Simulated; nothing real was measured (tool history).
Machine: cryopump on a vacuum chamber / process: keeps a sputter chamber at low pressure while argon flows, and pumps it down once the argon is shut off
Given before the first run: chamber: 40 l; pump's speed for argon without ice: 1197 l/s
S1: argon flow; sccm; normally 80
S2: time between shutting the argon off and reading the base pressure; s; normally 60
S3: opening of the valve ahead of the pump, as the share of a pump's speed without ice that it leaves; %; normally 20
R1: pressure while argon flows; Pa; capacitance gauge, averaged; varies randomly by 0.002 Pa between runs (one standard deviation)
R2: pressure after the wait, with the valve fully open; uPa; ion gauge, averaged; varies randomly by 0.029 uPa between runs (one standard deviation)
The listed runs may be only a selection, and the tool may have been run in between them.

run   hour   S1   S2  S3      R1    R2
  1      0   80   60  20  0.5674  2.35
  2   32.5   80   60  20  0.5685  2.37
  3   73.9   80   60  20  0.5668  2.43
  4  107.7   80   60  20   0.571  2.45
  5  135.1   80   60  27  0.4241  2.52
  6  157.4   80   60  27  0.4258  2.46
  7  177.8   80   60  20  0.5746  2.57
  8  204.4   80   60  20  0.5739  2.49
  9    228   37   60  20  0.2635  2.51
 10  254.6   37   60  20  0.2635  2.55
 11  296.1   80   24  59  0.2031  4.35
 12  322.5  131   24  36   0.536  4.26
 13  363.7  131   24  36  0.5354  4.58
 14  399.7  127   49  40  0.4706  2.97
 15  424.1   73   49  30  0.3563  2.98
 16  450.4   90  172  22  0.5997  2.09
 17    476   90  172  22  0.5954  2.15
 18  512.4   90   71  22  0.5976  2.75
 19  529.5   96   95  47  0.3087  2.55
 20  546.8   68  138  23  0.4328  2.32

Pick out some run-to-run changes in R1. Of each, how much would a tool without hidden state show as well, from the settings, what came in and chance, and how much is left for the hidden state and any gauge scatter not in both results compared?
Hidden state at play: pump's speed, % of a pump's without ice; cold plate's temperature, K; leak into the chamber, uPa l/s; drift of the gauge itself on working_pa, %; drift of the gauge itself on base_upa, %.
Run 8 -> 9: S1 80 -> 37. R1 -0.3104 Pa: hidden state -0.0044, all else -0.306.
Run 11 -> 12: S1 80 -> 131, S3 59 -> 36. R1 +0.3329 Pa: hidden state +0.0087, all else +0.3242.
Run 14 -> 15: S1 127 -> 73, S3 40 -> 30. R1 -0.1143 Pa: hidden state -0.009, all else -0.1053.

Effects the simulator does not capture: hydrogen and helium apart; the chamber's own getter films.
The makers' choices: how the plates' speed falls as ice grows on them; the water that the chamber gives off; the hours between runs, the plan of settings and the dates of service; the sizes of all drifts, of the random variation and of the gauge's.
